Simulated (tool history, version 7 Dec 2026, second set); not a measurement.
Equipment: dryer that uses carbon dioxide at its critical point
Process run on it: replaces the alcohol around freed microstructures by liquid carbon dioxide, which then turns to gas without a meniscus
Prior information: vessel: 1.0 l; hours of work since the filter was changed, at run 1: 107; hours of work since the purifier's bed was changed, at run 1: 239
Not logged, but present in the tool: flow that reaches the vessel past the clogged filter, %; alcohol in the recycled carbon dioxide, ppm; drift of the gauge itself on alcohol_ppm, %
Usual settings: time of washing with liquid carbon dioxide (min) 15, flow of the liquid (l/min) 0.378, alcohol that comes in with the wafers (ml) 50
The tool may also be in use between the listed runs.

run	hour	time of washing with liquid carbon dioxide (min)	flow of the liquid (l/min)	alcohol that comes in with the wafers (ml)	hours of work since the filter was changed	hours of work since the purifier's bed was changed	alcohol left in the vessel before it's heated (ppm by volume)
1	0	15	0.378	50	107	239	328
2	6.8	15	0.378	50	110	242	345
3	18.3	15	0.378	50	116	248	334
4	28.3	15	0.378	50	121	253	351
5	36.2	19	0.378	50	126	258	123
6	46	19	0.378	50	131	263	128
7	55.4	19	0.378	50	136	268	129
8	60.9	15	0.378	86	139	271	561
9	72.4	15	0.378	30	145	277	239
10	80.7	15	0.378	30	149	281	247
11	88.5	15	0.378	30	153	285	237
12	94.1	18	0.638	118	156	288	71
13	102.3	10	0.378	93	160	292	3193
14	108	10	0.378	93	163	295	3217
15	117.8	15	0.419	70	168	300	295
16	123.3	23	0.336	24	171	303	86
17	134	23	0.336	24	177	309	87
18	145.1	17	0.415	105	183	315	245
19	153.1	14	0.378	50	187	319	535
20	162.3	12	0.247	50	192	324	4021
21	171.2	17	0.378	36	196	328	190

Had the tool no unlogged condition, and each run kept its random variation, what would the results have been?
run	alcohol left in the vessel before it's heated (ppm by volume)
1	240
2	248
3	240
4	251
5	58
6	63
7	61
8	409
9	149
10	156
11	145
12	17
13	2639
14	2652
15	178
16	21
17	22
18	130
19	358
20	3394
21	92
